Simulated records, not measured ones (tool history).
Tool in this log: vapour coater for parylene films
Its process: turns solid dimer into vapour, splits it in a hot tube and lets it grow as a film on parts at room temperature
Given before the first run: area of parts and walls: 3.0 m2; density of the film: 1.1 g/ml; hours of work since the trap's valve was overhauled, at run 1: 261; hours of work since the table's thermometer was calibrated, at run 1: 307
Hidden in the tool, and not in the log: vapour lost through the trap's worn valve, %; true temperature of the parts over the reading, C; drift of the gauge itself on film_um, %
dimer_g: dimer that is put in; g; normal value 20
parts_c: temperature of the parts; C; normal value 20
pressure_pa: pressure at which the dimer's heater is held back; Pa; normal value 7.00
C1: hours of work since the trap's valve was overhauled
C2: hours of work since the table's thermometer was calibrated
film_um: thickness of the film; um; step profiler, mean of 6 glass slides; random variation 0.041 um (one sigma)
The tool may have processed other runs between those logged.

run 1 hour=0.0 | dimer_g=20 parts_c=20 pressure_pa=7.00 | C1=261 C2=307 | film_um=4.14
run 2 hour=37.5 | dimer_g=20 parts_c=20 pressure_pa=7.00 | C1=276 C2=322 | film_um=4.11
run 3 hour=61.1 | dimer_g=20 parts_c=21 pressure_pa=7.00 | C1=286 C2=332 | film_um=3.88
run 4 hour=91.8 | dimer_g=20 parts_c=20 pressure_pa=7.00 | C1=299 C2=345 | film_um=4.03
run 5 hour=108.8 | dimer_g=20 parts_c=16 pressure_pa=7.00 | C1=306 C2=352 | film_um=4.63
run 6 hour=133.7 | dimer_g=20 parts_c=31 pressure_pa=7.00 | C1=316 C2=362 | film_um=2.74
run 7 hour=165.2 | dimer_g=20 parts_c=31 pressure_pa=7.00 | C1=329 C2=375 | film_um=2.69
run 8 hour=187.9 | dimer_g=20 parts_c=31 pressure_pa=7.28 | C1=338 C2=384 | film_um=2.74
run 9 hour=223.5 | dimer_g=16 parts_c=20 pressure_pa=2.77 | C1=353 C2=399 | film_um=3.72
-- hour=238.6 trap's valve overhauled
run 10 hour=252.7 | dimer_g=12 parts_c=20 pressure_pa=11.97 | C1=6 C2=409 | film_um=2.43

Forecast run 11:
run 11 hour=275.5 | dimer_g=12 parts_c=20 pressure_pa=11.97 | C1=15 C2=419 | film_um=?

film_um: 2.44 um
With no hidden state in the tool, this same run would have given film_um 2.47 um.
